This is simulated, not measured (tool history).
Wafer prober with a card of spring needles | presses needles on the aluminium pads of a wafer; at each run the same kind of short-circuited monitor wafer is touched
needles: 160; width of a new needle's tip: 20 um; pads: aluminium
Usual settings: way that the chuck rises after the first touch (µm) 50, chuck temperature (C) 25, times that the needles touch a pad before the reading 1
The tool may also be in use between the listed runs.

| run | hour | way that the chuck rises after the first touch (µm) | chuck temperature (C) | times that the needles touch a pad before the reading | resistance of one needle with its contact and lead (mohm) | way that a needle slides on the pad (µm) |
|---|---|---|---|---|---|---|
| 1 | 0 | 50 | 25 | 1 | 278 | 11.42 |
|  | 4 | tips cleaned on abrasive film |
| 2 | 8.8 | 50 | 25 | 1 | 331 | 11.38 |
|  | 9.7 | tips cleaned on abrasive film |
|  | 12.7 | height of the first contact set anew |
|  | 15 | tips cleaned on abrasive film |
| 3 | 15 | 50 | 25 | 1 | 234 | 10.78 |
|  | 20.8 | tips cleaned on abrasive film |
| 4 | 24.2 | 50 | 25 | 1 | 335 | 10.71 |
|  | 26.6 | tips cleaned on abrasive film |
|  | 31.7 | tips cleaned on abrasive film |
| 5 | 33.3 | 50 | 25 | 2 | 256 | 10.59 |
|  | 36.8 | tips cleaned on abrasive film |
| 6 | 39.1 | 50 | 25 | 2 | 272 | 10.5 |
|  | 42.4 | tips cleaned on abrasive film |
|  | 47.8 | tips cleaned on abrasive film |
| 7 | 48.7 | 50 | 25 | 2 | 247 | 10.4 |
|  | 53 | tips cleaned on abrasive film |
| 8 | 54.2 | 47 | 33 | 2 | 266 | 9.78 |
|  | 58.2 | tips cleaned on abrasive film |
|  | 64.1 | tips cleaned on abrasive film |
| 9 | 67 | 56 | 33 | 2 | 268 | 11.97 |
|  | 68.9 | height of the first contact set anew, once more |
|  | 69.9 | tips cleaned on abrasive film |
| 10 | 72.9 | 56 | 33 | 2 | 256 | 14.01 |
|  | 75.7 | tips cleaned on abrasive film |
| 11 | 78.4 | 56 | 33 | 2 | 255 | 13.75 |
|  | 81 | tips cleaned on abrasive film |
|  | 86.7 | tips cleaned on abrasive film |
| 12 | 90.6 | 52 | 34 | 2 | 267 | 12.91 |
|  | 91.7 | tips cleaned on abrasive film |
|  | 97.3 | tips cleaned on abrasive film |
| 13 | 98 | 49 | 34 | 2 | 244 | 11.94 |
|  | 103.1 | tips cleaned on abrasive film |
| 14 | 105.6 | 49 | 34 | 2 | 262 | 12.13 |

Forecast each of these 4 alternatives for the next run:
|  | 108.7 | tips cleaned on abrasive film |
| A | 112 | 50 | 52 | 3 | ? | ? |
|  | 108.7 | tips cleaned on abrasive film |
| B | 112 | 49 | 34 | 3 | ? | ? |
|  | 108.7 | tips cleaned on abrasive film |
| C | 112 | 49 | 34 | 3 | ? | ? |
|  | 108.7 | tips cleaned on abrasive film |
| D | 112 | 50 | 42 | 1 | ? | ? |

| run | resistance of one needle with its contact and lead (mohm) | way that a needle slides on the pad (µm) |
|---|---|---|
| A | 253 | 12.17 |
| B | 250 | 11.94 |
| C | 252 | 12.04 |
| D | 297 | 12.07 |
Without the tool's hidden state the same runs would have given:
| run | resistance of one needle with its contact and lead (mohm) | way that a needle slides on the pad (µm) |
|---|---|---|
| A | 224 | 12.38 |
| B | 220 | 12.16 |
| C | 222 | 12.26 |
| D | 221 | 12.28 |
